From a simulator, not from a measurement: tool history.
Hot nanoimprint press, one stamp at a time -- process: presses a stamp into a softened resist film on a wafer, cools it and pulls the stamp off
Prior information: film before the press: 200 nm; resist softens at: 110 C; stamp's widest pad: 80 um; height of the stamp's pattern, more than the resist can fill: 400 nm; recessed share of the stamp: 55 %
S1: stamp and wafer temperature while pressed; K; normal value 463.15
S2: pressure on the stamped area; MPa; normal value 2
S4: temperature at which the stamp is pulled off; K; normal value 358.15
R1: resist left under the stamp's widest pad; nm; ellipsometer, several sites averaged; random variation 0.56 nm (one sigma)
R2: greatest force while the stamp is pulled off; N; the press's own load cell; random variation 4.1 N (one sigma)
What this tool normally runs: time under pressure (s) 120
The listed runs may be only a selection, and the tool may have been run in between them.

Run 1, hour 0: usual settings. Result: R1 119.2 nm, R2 224 N.
Run 2, hour 14.8: usual settings. Result: R1 119.4 nm, R2 217 N.
Run 3, hour 29.1: usual settings but S4 355.15 K. Result: R1 120.2 nm, R2 243 N.
Run 4, hour 53.8: usual settings but S4 355.15 K. Result: R1 121 nm, R2 246 N.
Run 5, hour 81.6: usual settings but S1 471.15 K, S4 355.15 K. Result: R1 91.3 nm, R2 261 N.
Run 6, hour 113.1: usual settings but S1 469.15 K, S4 355.15 K. Result: R1 99 nm, R2 256 N.
Run 7, hour 127.9: usual settings but S1 469.15 K, S4 355.15 K. Result: R1 99.6 nm, R2 262 N.
At hour 160.3: plate thermocouple calibrated.
Run 8, hour 160.3: usual settings but S1 469.15 K, S4 355.15 K. Result: R1 94.9 nm, R2 263 N.
At hour 173.5: stamp cleaned and given a new release coat.
Run 9, hour 183.1: usual settings. Result: R1 116.7 nm, R2 201 N.
Run 10, hour 206.7: usual settings. Result: R1 116.1 nm, R2 207 N.
Run 11, hour 237.8: usual settings. Result: R1 116.4 nm, R2 213 N.
Run 12, hour 260.3: usual settings but S1 468.15 K, S4 352.15 K. Result: R1 98.7 nm, R2 247 N.
Run 13, hour 276.3: usual settings but S2 1.22 MPa, time under pressure (s) 74, S4 356.15 K. Result: R1 156.5 nm, R2 227 N.
Run 14, hour 303.3: usual settings but S2 1.22 MPa, time under pressure (s) 74, S4 356.15 K. Result: R1 156.6 nm, R2 233 N.
Run 15, hour 326.1: usual settings but S1 455.15 K, S2 1.27 MPa. Result: R1 167.2 nm, R2 224 N.
Run 16, hour 339: usual settings but S1 455.15 K, S2 1.27 MPa. Result: R1 169 nm, R2 229 N.
Run 17, hour 359.3: usual settings but S1 455.15 K, S2 1.27 MPa. Result: R1 168.9 nm, R2 233 N.
Run 18, hour 380.5: usual settings but S1 455.15 K, S2 1.27 MPa. Result: R1 169 nm, R2 241 N.
Run 19, hour 404.4: usual settings but S1 455.15 K, S2 2.28 MPa, time under pressure (s) 184, S4 353.15 K. Result: R1 131.9 nm, R2 267 N.

Branching from run 19: 5 alternative next runs. What would each branch give?
Run A, hour 424.8: usual settings but time under pressure (s) 93. Result: R1 ?, R2 ?.
Run B, hour 424.8: usual settings but S1 459.15 K, S2 2.28 MPa, time under pressure (s) 184, S4 353.15 K. Result: R1 ?, R2 ?.
Run C, hour 424.8: usual settings but S1 455.15 K, S4 346.15 K. Result: R1 ?, R2 ?.
Run D, hour 424.8: usual settings but S1 455.15 K, S2 2.06 MPa, time under pressure (s) 184, S4 353.15 K. Result: R1 ?, R2 ?.
Run E, hour 424.8: usual settings but S1 455.15 K, S2 2.28 MPa, time under pressure (s) 184, S4 345.15 K. Result: R1 ?, R2 ?.

run     R1   R2
  A  129.3  244
  B  115.3  281
  C  152.3  322
  D    137  277
  E    132  314
Had the tool no hidden state, the same runs would have come out as:
run     R1   R2
  A  124.1  200
  B  109.7  231
  C  147.4  265
  D  131.5  228
  E  126.2  258
